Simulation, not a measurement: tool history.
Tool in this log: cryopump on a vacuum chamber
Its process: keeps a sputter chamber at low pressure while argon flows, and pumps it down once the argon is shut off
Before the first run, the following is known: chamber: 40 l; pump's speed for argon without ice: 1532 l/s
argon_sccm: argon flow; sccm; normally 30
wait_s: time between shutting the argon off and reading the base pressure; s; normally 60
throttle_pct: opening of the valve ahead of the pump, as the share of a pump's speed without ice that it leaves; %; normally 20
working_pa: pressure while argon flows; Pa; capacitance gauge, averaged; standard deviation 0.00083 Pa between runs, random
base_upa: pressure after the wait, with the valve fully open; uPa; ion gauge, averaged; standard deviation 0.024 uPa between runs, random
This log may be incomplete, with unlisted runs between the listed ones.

{"run": 1, "hour": 0.0, "argon_sccm": 30, "wait_s": 60, "throttle_pct": 20, "working_pa": 0.1722, "base_upa": 2.16}
{"run": 2, "hour": 24.9, "argon_sccm": 30, "wait_s": 60, "throttle_pct": 20, "working_pa": 0.1721, "base_upa": 2.11}
{"run": 3, "hour": 46.0, "argon_sccm": 30, "wait_s": 60, "throttle_pct": 20, "working_pa": 0.173, "base_upa": 2.17}
{"run": 4, "hour": 63.1, "argon_sccm": 30, "wait_s": 60, "throttle_pct": 20, "working_pa": 0.1722, "base_upa": 2.24}
{"run": 5, "hour": 79.9, "argon_sccm": 30, "wait_s": 60, "throttle_pct": 20, "working_pa": 0.1722, "base_upa": 2.21}
{"run": 6, "hour": 95.6, "argon_sccm": 30, "wait_s": 60, "throttle_pct": 20, "working_pa": 0.1722, "base_upa": 2.25}
{"run": 7, "hour": 118.5, "argon_sccm": 30, "wait_s": 60, "throttle_pct": 20, "working_pa": 0.1727, "base_upa": 2.21}
{"run": 8, "hour": 141.0, "argon_sccm": 30, "wait_s": 60, "throttle_pct": 20, "working_pa": 0.1735, "base_upa": 2.24}
{"run": 9, "hour": 151.7, "argon_sccm": 30, "wait_s": 60, "throttle_pct": 20, "working_pa": 0.1741, "base_upa": 2.26}
{"run": 10, "hour": 174.7, "argon_sccm": 30, "wait_s": 43, "throttle_pct": 20, "working_pa": 0.1743, "base_upa": 2.53}
{"run": 11, "hour": 196.9, "argon_sccm": 30, "wait_s": 43, "throttle_pct": 20, "working_pa": 0.1754, "base_upa": 2.53}
{"run": 12, "hour": 219.6, "argon_sccm": 30, "wait_s": 43, "throttle_pct": 20, "working_pa": 0.1756, "base_upa": 2.58}
{"hour": 233.0, "done": "pump warmed up, emptied and cooled again"}
{"run": 13, "hour": 244.3, "argon_sccm": 30, "wait_s": 43, "throttle_pct": 20, "working_pa": 0.1659, "base_upa": 2.25}
{"run": 14, "hour": 260.0, "argon_sccm": 36, "wait_s": 60, "throttle_pct": 20, "working_pa": 0.1995, "base_upa": 2.01}
{"run": 15, "hour": 276.5, "argon_sccm": 45, "wait_s": 29, "throttle_pct": 20, "working_pa": 0.2515, "base_upa": 2.73}
{"run": 16, "hour": 295.7, "argon_sccm": 45, "wait_s": 29, "throttle_pct": 20, "working_pa": 0.2492, "base_upa": 2.8}
{"run": 17, "hour": 316.3, "argon_sccm": 60, "wait_s": 60, "throttle_pct": 34, "working_pa": 0.1999, "base_upa": 2.06}
{"run": 18, "hour": 335.9, "argon_sccm": 60, "wait_s": 60, "throttle_pct": 34, "working_pa": 0.1984, "base_upa": 2.06}
{"run": 19, "hour": 348.6, "argon_sccm": 14, "wait_s": 49, "throttle_pct": 34, "working_pa": 0.0465, "base_upa": 2.27}
{"run": 20, "hour": 371.7, "argon_sccm": 14, "wait_s": 60, "throttle_pct": 20, "working_pa": 0.0778, "base_upa": 2.11}
{"run": 21, "hour": 387.7, "argon_sccm": 26, "wait_s": 213, "throttle_pct": 34, "working_pa": 0.0871, "base_upa": 1.63}
{"run": 22, "hour": 403.0, "argon_sccm": 26, "wait_s": 78, "throttle_pct": 27, "working_pa": 0.1078, "base_upa": 1.92}
{"run": 23, "hour": 416.7, "argon_sccm": 34, "wait_s": 78, "throttle_pct": 56, "working_pa": 0.0708, "base_upa": 1.97}
{"run": 24, "hour": 427.3, "argon_sccm": 30, "wait_s": 229, "throttle_pct": 25, "working_pa": 0.1352, "base_upa": 1.59}
{"run": 25, "hour": 443.6, "argon_sccm": 24, "wait_s": 149, "throttle_pct": 27, "working_pa": 0.1004, "base_upa": 1.77}
{"run": 26, "hour": 467.6, "argon_sccm": 24, "wait_s": 149, "throttle_pct": 27, "working_pa": 0.1002, "base_upa": 1.73}
{"run": 27, "hour": 491.6, "argon_sccm": 13, "wait_s": 31, "throttle_pct": 35, "working_pa": 0.042, "base_upa": 2.83}
{"run": 28, "hour": 505.2, "argon_sccm": 22, "wait_s": 31, "throttle_pct": 35, "working_pa": 0.0716, "base_upa": 2.75}

Forecast each of these 5 alternatives for the next run:
{"run": "A", "hour": 522.8, "argon_sccm": 30, "wait_s": 60, "throttle_pct": 32, "working_pa": "?", "base_upa": "?"}
{"run": "B", "hour": 522.8, "argon_sccm": 54, "wait_s": 57, "throttle_pct": 20, "working_pa": "?", "base_upa": "?"}
{"run": "C", "hour": 522.8, "argon_sccm": 18, "wait_s": 60, "throttle_pct": 15, "working_pa": "?", "base_upa": "?"}
{"run": "D", "hour": 522.8, "argon_sccm": 21, "wait_s": 249, "throttle_pct": 26, "working_pa": "?", "base_upa": "?"}
{"run": "E", "hour": 522.8, "argon_sccm": 20, "wait_s": 31, "throttle_pct": 20, "working_pa": "?", "base_upa": "?"}

run=A working_pa=0.1084 base_upa=2.15
run=B working_pa=0.3069 base_upa=2.26
run=C working_pa=0.1353 base_upa=2.24
run=D working_pa=0.0931 base_upa=1.77
run=E working_pa=0.1130 base_upa=2.83
What these runs would have given with no unlogged condition in the tool:
run=A working_pa=0.1044 base_upa=0.81
run=B working_pa=0.2997 base_upa=0.90
run=C working_pa=0.1329 base_upa=0.85
run=D working_pa=0.0903 base_upa=0.37
run=E working_pa=0.1103 base_upa=1.47

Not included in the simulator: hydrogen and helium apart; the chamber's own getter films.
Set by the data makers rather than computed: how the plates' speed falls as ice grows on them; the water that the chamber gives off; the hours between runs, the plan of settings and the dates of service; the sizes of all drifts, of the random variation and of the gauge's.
